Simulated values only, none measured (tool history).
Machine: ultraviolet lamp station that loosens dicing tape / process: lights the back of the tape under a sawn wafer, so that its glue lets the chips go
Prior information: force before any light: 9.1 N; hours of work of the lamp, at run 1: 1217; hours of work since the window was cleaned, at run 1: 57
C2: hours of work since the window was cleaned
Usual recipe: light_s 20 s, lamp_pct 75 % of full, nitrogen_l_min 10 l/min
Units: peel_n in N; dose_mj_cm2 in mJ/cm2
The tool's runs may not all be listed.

run 1 hour=0.0 | light_s=20 lamp_pct=75 nitrogen_l_min=10 | hours_of_work_of_the_lamp=1217 C2=57 | peel_n=2.098 dose_mj_cm2=225
run 2 hour=70.6 | light_s=24 lamp_pct=75 nitrogen_l_min=10 | hours_of_work_of_the_lamp=1262 C2=102 | peel_n=1.655 dose_mj_cm2=262
run 3 hour=104.6 | light_s=24 lamp_pct=75 nitrogen_l_min=10 | hours_of_work_of_the_lamp=1283 C2=123 | peel_n=1.733 dose_mj_cm2=259
run 4 hour=158.4 | light_s=24 lamp_pct=75 nitrogen_l_min=10 | hours_of_work_of_the_lamp=1317 C2=157 | peel_n=1.745 dose_mj_cm2=251
run 5 hour=191.7 | light_s=24 lamp_pct=75 nitrogen_l_min=10 | hours_of_work_of_the_lamp=1338 C2=178 | peel_n=1.786 dose_mj_cm2=245
run 6 hour=224.1 | light_s=24 lamp_pct=75 nitrogen_l_min=20 | hours_of_work_of_the_lamp=1359 C2=199 | peel_n=1.342 dose_mj_cm2=247
-- hour=234.8 lamp changed
run 7 hour=260.4 | light_s=24 lamp_pct=75 nitrogen_l_min=4 | hours_of_work_of_the_lamp=16 C2=221 | peel_n=1.356 dose_mj_cm2=398
-- hour=267.6 window cleaned of glue's vapour
run 8 hour=303.2 | light_s=24 lamp_pct=75 nitrogen_l_min=4 | hours_of_work_of_the_lamp=43 C2=22 | peel_n=1.476 dose_mj_cm2=385
run 9 hour=338.5 | light_s=24 lamp_pct=75 nitrogen_l_min=4 | hours_of_work_of_the_lamp=65 C2=45 | peel_n=1.516 dose_mj_cm2=380
run 10 hour=381.2 | light_s=24 lamp_pct=75 nitrogen_l_min=4 | hours_of_work_of_the_lamp=92 C2=72 | peel_n=1.601 dose_mj_cm2=369
run 11 hour=440.6 | light_s=24 lamp_pct=75 nitrogen_l_min=4 | hours_of_work_of_the_lamp=130 C2=109 | peel_n=1.579 dose_mj_cm2=365
run 12 hour=505.1 | light_s=20 lamp_pct=75 nitrogen_l_min=10 | hours_of_work_of_the_lamp=171 C2=150 | peel_n=1.383 dose_mj_cm2=301
-- hour=545.1 window cleaned of glue's vapour, once more
run 13 hour=575.6 | light_s=20 lamp_pct=75 nitrogen_l_min=4 | hours_of_work_of_the_lamp=215 C2=19 | peel_n=1.885 dose_mj_cm2=327
run 14 hour=637.9 | light_s=20 lamp_pct=75 nitrogen_l_min=4 | hours_of_work_of_the_lamp=254 C2=59 | peel_n=1.947 dose_mj_cm2=317
run 15 hour=689.8 | light_s=20 lamp_pct=75 nitrogen_l_min=4 | hours_of_work_of_the_lamp=287 C2=91 | peel_n=1.981 dose_mj_cm2=309
run 16 hour=737.8 | light_s=20 lamp_pct=75 nitrogen_l_min=4 | hours_of_work_of_the_lamp=317 C2=122 | peel_n=2.035 dose_mj_cm2=311
run 17 hour=776.2 | light_s=20 lamp_pct=77 nitrogen_l_min=10 | hours_of_work_of_the_lamp=342 C2=146 | peel_n=1.227 dose_mj_cm2=316
run 18 hour=838.7 | light_s=20 lamp_pct=77 nitrogen_l_min=10 | hours_of_work_of_the_lamp=381 C2=186 | peel_n=1.249 dose_mj_cm2=304
run 19 hour=880.4 | light_s=20 lamp_pct=77 nitrogen_l_min=10 | hours_of_work_of_the_lamp=408 C2=212 | peel_n=1.304 dose_mj_cm2=297
-- hour=906.2 window cleaned of glue's vapour
run 20 hour=947.7 | light_s=20 lamp_pct=77 nitrogen_l_min=10 | hours_of_work_of_the_lamp=450 C2=26 | peel_n=1.265 dose_mj_cm2=304
run 21 hour=993.4 | light_s=20 lamp_pct=77 nitrogen_l_min=10 | hours_of_work_of_the_lamp=479 C2=55 | peel_n=1.260 dose_mj_cm2=307
run 22 hour=1041.7 | light_s=20 lamp_pct=77 nitrogen_l_min=10 | hours_of_work_of_the_lamp=509 C2=86 | peel_n=1.350 dose_mj_cm2=304
run 23 hour=1098.7 | light_s=37 lamp_pct=67 nitrogen_l_min=9 | hours_of_work_of_the_lamp=545 C2=122 | peel_n=0.494 dose_mj_cm2=476
run 24 hour=1137.1 | light_s=39 lamp_pct=76 nitrogen_l_min=10 | hours_of_work_of_the_lamp=570 C2=146 | peel_n=0.289 dose_mj_cm2=559
run 25 hour=1207.4 | light_s=39 lamp_pct=76 nitrogen_l_min=10 | hours_of_work_of_the_lamp=614 C2=190 | peel_n=0.302 dose_mj_cm2=549
-- hour=1265.5 window cleaned of glue's vapour
run 26 hour=1273.6 | light_s=30 lamp_pct=75 nitrogen_l_min=9 | hours_of_work_of_the_lamp=656 C2=5 | peel_n=0.670 dose_mj_cm2=429
run 27 hour=1324.3 | light_s=20 lamp_pct=77 nitrogen_l_min=12 | hours_of_work_of_the_lamp=688 C2=37 | peel_n=1.311 dose_mj_cm2=285

Run 28 has not been measured yet. What should we expect?
run 28 hour=1375.5 | light_s=24 lamp_pct=69 nitrogen_l_min=12 | hours_of_work_of_the_lamp=720 C2=70 | peel_n=? dose_mj_cm2=?

{"run 28": {"peel_n": 1.178, "dose_mj_cm2": 296}}
The same run, on a tool lacking any hidden state, would have yielded peel_n 0.670 N, dose_mj_cm2 383 mJ/cm2.

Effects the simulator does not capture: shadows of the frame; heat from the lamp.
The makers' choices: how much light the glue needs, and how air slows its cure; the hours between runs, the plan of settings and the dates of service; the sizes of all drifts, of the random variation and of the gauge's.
